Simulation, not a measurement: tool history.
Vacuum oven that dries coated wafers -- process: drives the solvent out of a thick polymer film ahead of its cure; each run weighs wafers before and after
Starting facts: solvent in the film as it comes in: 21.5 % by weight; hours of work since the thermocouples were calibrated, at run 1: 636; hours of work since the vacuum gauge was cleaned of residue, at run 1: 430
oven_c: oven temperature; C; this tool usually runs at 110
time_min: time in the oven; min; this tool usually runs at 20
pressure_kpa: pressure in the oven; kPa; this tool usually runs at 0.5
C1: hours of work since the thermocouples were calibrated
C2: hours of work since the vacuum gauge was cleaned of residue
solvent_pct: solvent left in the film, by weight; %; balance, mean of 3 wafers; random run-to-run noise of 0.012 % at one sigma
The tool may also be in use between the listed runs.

Run 1, hour 0: usual settings; C1 636; C2 430. Result: solvent_pct 1.41 %.
Run 2, hour 12.4: usual settings; C1 645; C2 439. Result: solvent_pct 1.4 %.
Run 3, hour 21.1: usual settings; C1 651; C2 446. Result: solvent_pct 1.41 %.
Run 4, hour 28.1: usual settings; C1 656; C2 451. Result: solvent_pct 1.42 %.
Run 5, hour 40.7: usual settings; C1 666; C2 460. Result: solvent_pct 1.42 %.
Run 6, hour 55: usual settings; C1 676; C2 470. Result: solvent_pct 1.41 %.
Run 7, hour 64.2: usual settings but oven_c 124 C; C1 683; C2 477. Result: solvent_pct 0.17 %.
Run 8, hour 73.4: usual settings but oven_c 124 C; C1 689; C2 484. Result: solvent_pct 0.16 %.
Run 9, hour 83.1: usual settings but oven_c 124 C, time_min 12 min; C1 696; C2 491. Result: solvent_pct 0.7 %.
Run 10, hour 94.4: usual settings but time_min 35 min; C1 705; C2 499. Result: solvent_pct 0.32 %.
Run 11, hour 103.9: usual settings but time_min 17 min; C1 712; C2 506. Result: solvent_pct 1.98 %.
Run 12, hour 113.7: usual settings but time_min 15 min; C1 719; C2 513. Result: solvent_pct 2.55 %.
Run 13, hour 121.5: usual settings but time_min 15 min; C1 724; C2 519. Result: solvent_pct 2.54 %.
Run 14, hour 131.5: usual settings but time_min 15 min; C1 732; C2 526. Result: solvent_pct 2.56 %.
Run 15, hour 138.4: usual settings but pressure_kpa 0.454 kPa; C1 737; C2 531. Result: solvent_pct 1.38 %.
Run 16, hour 149.4: usual settings but oven_c 116 C; C1 745; C2 539. Result: solvent_pct 0.58 %.
Run 17, hour 156.8: usual settings but oven_c 116 C, time_min 14 min; C1 750; C2 545. Result: solvent_pct 1.46 %.
Run 18, hour 164: usual settings; C1 755; C2 550. Result: solvent_pct 1.38 %.
Run 19, hour 170.7: usual settings; C1 760; C2 555. Result: solvent_pct 1.37 %.
Run 20, hour 179: usual settings; C1 766; C2 561. Result: solvent_pct 1.37 %.
Run 21, hour 186.3: usual settings but time_min 11 min; C1 772; C2 566. Result: solvent_pct 4.2 %.
Run 22, hour 196.3: usual settings but time_min 10 min; C1 779; C2 573. Result: solvent_pct 4.76 %.
Run 23, hour 209.7: usual settings but time_min 34 min; C1 789; C2 583. Result: solvent_pct 0.37 %.
Run 24, hour 217.5: usual settings but oven_c 124 C, time_min 12 min, pressure_kpa 0.415 kPa; C1 795; C2 589. Result: solvent_pct 0.68 %.
Run 25, hour 227.7: usual settings but oven_c 112 C, time_min 19 min, pressure_kpa 1.347 kPa; C1 802; C2 596. Result: solvent_pct 1.37 %.
At hour 230.5: vacuum gauge cleaned of residue and calibrated.
Run 26, hour 239.6: usual settings but oven_c 112 C, time_min 19 min, pressure_kpa 1.347 kPa; C1 809; C2 7. Result: solvent_pct 1.4 %.
Run 27, hour 249.3: usual settings but oven_c 112 C, time_min 12 min, pressure_kpa 1.347 kPa; C1 817; C2 14. Result: solvent_pct 3.25 %.
Run 28, hour 257: usual settings but oven_c 112 C, time_min 12 min, pressure_kpa 1.365 kPa; C1 822; C2 19. Result: solvent_pct 3.29 %.
Run 29, hour 271: usual settings but oven_c 112 C, time_min 12 min, pressure_kpa 1.365 kPa; C1 832; C2 29. Result: solvent_pct 3.26 %.
Run 30, hour 282.2: usual settings but time_min 24 min, pressure_kpa 1.837 kPa; C1 841; C2 38. Result: solvent_pct 1.2 %.
Run 31, hour 291.7: usual settings but oven_c 114 C, pressure_kpa 0.26 kPa; C1 847; C2 45. Result: solvent_pct 0.72 %.
At hour 303.8: vacuum gauge cleaned of residue and calibrated, once more.
Run 32, hour 307.4: usual settings but oven_c 111 C, time_min 14 min, pressure_kpa 1.317 kPa; C1 858; C2 3. Result: solvent_pct 2.76 %.
Run 33, hour 322.4: usual settings but oven_c 117 C, time_min 18 min, pressure_kpa 1.497 kPa; C1 869; C2 14. Result: solvent_pct 0.84 %.
Run 34, hour 335.9: usual settings but oven_c 106 C, time_min 22 min, pressure_kpa 1.497 kPa; C1 879; C2 23. Result: solvent_pct 2.11 %.
Run 35, hour 351: usual settings but time_min 19 min, pressure_kpa 0.642 kPa; C1 890; C2 34. Result: solvent_pct 1.53 %.
Run 36, hour 360.8: usual settings but time_min 19 min, pressure_kpa 0.642 kPa; C1 897; C2 42. Result: solvent_pct 1.55 %.
Run 37, hour 370.5: usual settings but oven_c 118 C, time_min 14 min, pressure_kpa 0.642 kPa; C1 904; C2 49. Result: solvent_pct 1.1 %.
Run 38, hour 379: usual settings but oven_c 118 C, time_min 14 min, pressure_kpa 0.642 kPa; C1 910; C2 55. Result: solvent_pct 1.12 %.
Run 39, hour 385.7: usual settings but time_min 36 min; C1 915; C2 60. Result: solvent_pct 0.28 %.
Run 40, hour 400.5: usual settings but time_min 14 min; C1 926; C2 70. Result: solvent_pct 2.82 %.
Run 41, hour 413.6: usual settings but time_min 14 min; C1 935; C2 80. Result: solvent_pct 2.82 %.
Run 42, hour 421.1: usual settings but oven_c 108 C, time_min 14 min; C1 941; C2 86. Result: solvent_pct 3.39 %.
Run 43, hour 430: usual settings but oven_c 108 C, time_min 14 min; C1 947; C2 92. Result: solvent_pct 3.41 %.
Run 44, hour 439.9: usual settings but oven_c 119 C, time_min 10 min, pressure_kpa 0.481 kPa; C1 954; C2 99. Result: solvent_pct 2.07 %.
Run 45, hour 446.5: usual settings but oven_c 119 C, time_min 10 min, pressure_kpa 1.148 kPa; C1 959; C2 104. Result: solvent_pct 2.18 %.
Run 46, hour 459.3: usual settings but oven_c 119 C, time_min 10 min, pressure_kpa 1.148 kPa; C1 969; C2 113. Result: solvent_pct 2.17 %.

Here are 4 independent what-if runs from the current tool condition. What would each one return?
Run A, hour 468.5: usual settings but oven_c 103 C, pressure_kpa 0.407 kPa; C1 975; C2 120. Result: solvent_pct ?.
Run B, hour 468.5: usual settings but oven_c 119 C, time_min 21 min, pressure_kpa 1.148 kPa; C1 975; C2 120. Result: solvent_pct ?.
Run C, hour 468.5: usual settings but oven_c 112 C, time_min 22 min, pressure_kpa 1.148 kPa; C1 975; C2 120. Result: solvent_pct ?.
Run D, hour 468.5: usual settings but oven_c 115 C, time_min 10 min, pressure_kpa 1.148 kPa; C1 975; C2 120. Result: solvent_pct ?.

run  solvent_pct
  A         3.01
  B         0.41
  C         0.94
  D         3.23
Stripped of hidden state, with their random variation kept, the same runs would have yielded:
run  solvent_pct
  A         3.32
  B         0.47
  C         1.07
  D         3.52
